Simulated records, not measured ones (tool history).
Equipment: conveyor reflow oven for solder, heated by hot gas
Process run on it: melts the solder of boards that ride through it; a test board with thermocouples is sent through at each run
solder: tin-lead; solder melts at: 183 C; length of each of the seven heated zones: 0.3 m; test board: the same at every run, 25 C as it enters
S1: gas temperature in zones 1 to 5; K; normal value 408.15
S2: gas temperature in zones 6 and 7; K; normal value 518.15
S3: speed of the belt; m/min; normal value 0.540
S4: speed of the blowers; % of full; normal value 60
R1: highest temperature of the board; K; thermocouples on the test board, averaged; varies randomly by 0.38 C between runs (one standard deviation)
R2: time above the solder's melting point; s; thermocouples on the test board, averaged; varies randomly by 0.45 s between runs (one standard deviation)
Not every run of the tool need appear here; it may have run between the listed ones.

run    hour      S1      S2     S3  S4      R1    R2
  1     0.0  408.15  518.15  0.540  60  499.45  55.0
  2    45.5  419.15  518.15  0.540  60  501.65  59.2
  3    71.4  408.15  518.15  0.540  60  500.05  55.5
  4   112.7  408.15  518.15  0.581  60  497.05  48.9
  5   139.6  408.15  518.15  0.581  60  496.85  49.5
  6   185.4  408.15  518.15  0.581  60  497.15  49.3
  7   216.5  408.15  518.15  0.581  60  497.55  49.5
  8   263.1  408.15  518.15  0.581  60  497.25  48.9
  9   290.4  408.15  518.15  0.581  58  496.15  48.5
 10   315.8  408.15  518.15  0.447  58  505.45  69.9
 11   342.4  408.15  518.15  0.447  58  505.15  70.0
 12   386.2  408.15  518.15  0.447  58  504.65  70.0
 13   433.5  408.15  518.15  0.447  58  505.25  69.7
 14   486.4  408.15  518.15  0.447  58  505.45  70.1
 15   523.2  408.15  518.15  0.540  60  499.45  54.9
 16   545.5  408.15  518.15  0.540  60  499.25  54.2
 17   594.8  411.15  518.15  0.556  60  499.15  53.4
 18   641.4  414.15  518.15  0.627  60  495.65  45.7
 19   689.6  414.15  518.15  0.627  60  495.15  46.2
 20   712.4  408.15  513.15  0.540  60  495.35  52.0
 21   754.9  408.15  518.15  0.646  60  493.35  41.9
 22   783.5  408.15  518.15  0.557  60  499.25  51.1
 23   832.1  408.15  518.15  0.557  60  498.65  53.2
 24   868.0  408.15  518.15  0.540  58  499.55  54.0
 25   913.4  414.15  520.15  0.559  63  502.65  55.4
 26   935.4  421.15  520.15  0.559  63  503.55  59.0
 27   975.2  408.15  514.15  0.579  75  499.25  51.4
 28  1010.5  408.15  518.15  0.441  62  507.65  71.6
 29  1063.6  408.15  518.15  0.441  62  506.35  72.0
 30  1096.0  407.15  530.15  0.482  51  510.35  67.3
 31  1124.6  407.15  530.15  0.482  51  510.55  67.1

Put back what was entered between runs (1 entry, withheld): which listed runs does each sit between, and how does the hidden state differ from the listed run before to the listed run after?
Runs 16 to 17: flux residue cleaned out of gas plates and filters (hour 576.5)
  heat that the gas passes to the board, % of a clean oven's: 99.3 -> 100; belt's true speed, % of the reading: 99.9 -> 99.89
